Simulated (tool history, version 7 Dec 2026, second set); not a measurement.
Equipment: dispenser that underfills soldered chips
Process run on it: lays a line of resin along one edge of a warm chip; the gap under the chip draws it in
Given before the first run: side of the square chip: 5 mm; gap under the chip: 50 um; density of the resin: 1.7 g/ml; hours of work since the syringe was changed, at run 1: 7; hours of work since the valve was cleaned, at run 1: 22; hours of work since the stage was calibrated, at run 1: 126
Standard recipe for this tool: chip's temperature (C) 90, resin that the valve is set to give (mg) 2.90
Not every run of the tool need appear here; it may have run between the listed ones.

run    day  chip's temperature (C)  resin that the valve is set to give (mg)  hours of work since the syringe was changed  hours of work since the valve was cleaned  hours of work since the stage was calibrated  time until the resin shows at the far edge (s)  resin that the valve gave (mg)
  1  0.000                      90                                      2.90                                            7                                         22                                           126                                            17.2                           2.874
  2  0.117                      85                                      2.90                                            9                                         24                                           128                                            21.6                           2.881
     0.233  -- new syringe of resin
  3  0.317                      96                                      2.90                                            2                                         28                                           131                                            11.8                           2.855
  4  0.408                      96                                      2.90                                            3                                         29                                           133                                            12.5                           2.851
  5  0.554                      90                                      3.13                                            6                                         32                                           135                                            16.8                           3.067
  6  0.742                      90                                      3.13                                            9                                         35                                           139                                            18.9                           3.071
     0.846  -- new syringe of resin
  7  0.946                      90                                      3.13                                            2                                         39                                           142                                            13.1                           3.076
  8  1.129                      90                                      3.05                                            5                                         42                                           145                                            15.6                           2.991
  9  1.296                      90                                      3.05                                            8                                         45                                           148                                            17.8                           2.994
 10  1.379                      83                                      3.05                                            9                                         46                                           150                                            23.7                           2.985
     1.450  -- new syringe of resin
 11  1.508                      91                                      2.90                                            1                                         48                                           152                                            13.3                           2.843
 12  1.588                      87                                      2.90                                            3                                         50                                           153                                            15.3                           2.827
 13  1.679                      91                                      2.90                                            4                                         51                                           155                                            14.4                           2.846
 14  1.862                      90                                      2.90                                            7                                         55                                           158                                            17.9                           2.836
 15  2.017                      90                                      2.90                                           10                                         57                                           161                                            20.2                           2.832
     2.054  -- new syringe of resin
 16  2.117                      90                                      2.90                                            1                                         59                                           162                                            12.7                           2.843
 17  2.292                      90                                      2.90                                            4                                         62                                           165                                            15.7                           2.831
 18  2.392                      90                                      2.90                                            6                                         64                                           167                                            16.7                           2.807
 19  2.542                      82                                      3.80                                            9                                         66                                           170                                            22.8                           3.702
     2.654  -- new syringe of resin
 20  2.733                      85                                      2.81                                            1                                         70                                           173                                            15.7                           2.708
 21  2.821                      85                                      2.81                                            3                                         71                                           175                                            16.4                           2.722
 22  2.958                      85                                      3.40                                            5                                         74                                           177                                            17.7                           3.275
 23  3.083                      85                                      3.40                                            8                                         76                                           179                                            19.8                           3.286
     3.258  -- new syringe of resin
 24  3.258                      85                                      3.40                                            0                                         79                                           182                                            13.7                           3.294
 25  3.375                     101                                      2.75                                            2                                         81                                           184                                            10.3                           2.655
 26  3.450                      99                                      3.05                                            3                                         82                                           186                                            11.6                           2.945
 27  3.600                     104                                      3.47                                            6                                         85                                           188                                            10.9                           3.336
 28  3.700                     104                                      3.47                                            8                                         87                                           190                                            12.2                           3.343
     3.858  -- new syringe of resin
 29  3.858                      84                                      3.54                                            0                                         89                                           193                                            15.4                           3.403
 30  3.992                     103                                      3.47                                            2                                         91                                           195                                             9.8                           3.317
 31  4.167                     103                                      3.47                                            5                                         95                                           198                                            11.5                           3.320
 32  4.267                      91                                      3.40                                            7                                         96                                           200                                            16.8                           3.261
 33  4.400                      91                                      3.40                                           10                                         99                                           202                                            19.7                           3.251
     4.467  -- new syringe of resin
 34  4.562                      86                                      3.30                                            2                                        101                                           205                                            15.3                           3.158
 35  4.642                      78                                      3.30                                            3                                        103                                           206                                            20.3                           3.154
 36  4.738                      78                                      3.30                                            5                                        105                                           208                                            22.1                           3.154

Measured minus without-hidden-state, run by run (identical run-to-run variation in each term; gauge scatter may differ):
What the log doesn't record here: resin's viscosity, % of fresh resin's; dose that the valve gives, % of what is set; true chip temperature over the reading, C; drift of the gauge itself on fill_s, %; drift of the gauge itself on given_mg, %.
run  time until the resin shows at the far edge (s)  resin that the valve gave (mg)
  1                                            +4.8                          -0.034
  2                                            +7.6                          -0.037
  3                                            +1.3                          -0.040
  4                                            +2.2                          -0.041
  5                                            +4.4                          -0.049
  6                                            +7.1                          -0.052
  7                                            +1.4                          -0.057
  8                                            +3.7                          -0.059
  9                                            +5.9                          -0.062
 10                                            +8.9                          -0.064
 11                                            +1.0                          -0.064
 12                                            +2.1                          -0.066
 13                                            +2.9                          -0.068
 14                                            +5.6                          -0.071
 15                                            +8.1                          -0.075
 16                                            +1.0                          -0.077
 17                                            +3.1                          -0.080
 18                                            +4.4                          -0.082
 19                                            +7.9                          -0.111
 20                                            +1.5                          -0.086
 21                                            +2.6                          -0.088
 22                                            +4.4                          -0.109
 23                                            +6.4                          -0.112
 24                                            +0.4                          -0.116
 25                                            +1.2                          -0.096
 26                                            +1.9                          -0.108
 27                                            +2.9                          -0.127
 28                                            +3.8                          -0.129
 29                                            +0.9                          -0.135
 30                                            +1.4                          -0.136
 31                                            +3.1                          -0.140
 32                                            +5.7                          -0.140
 33                                            +7.9                          -0.143
 34                                            +1.6                          -0.143
 35                                            +3.3                          -0.145
 36                                            +5.1                          -0.148

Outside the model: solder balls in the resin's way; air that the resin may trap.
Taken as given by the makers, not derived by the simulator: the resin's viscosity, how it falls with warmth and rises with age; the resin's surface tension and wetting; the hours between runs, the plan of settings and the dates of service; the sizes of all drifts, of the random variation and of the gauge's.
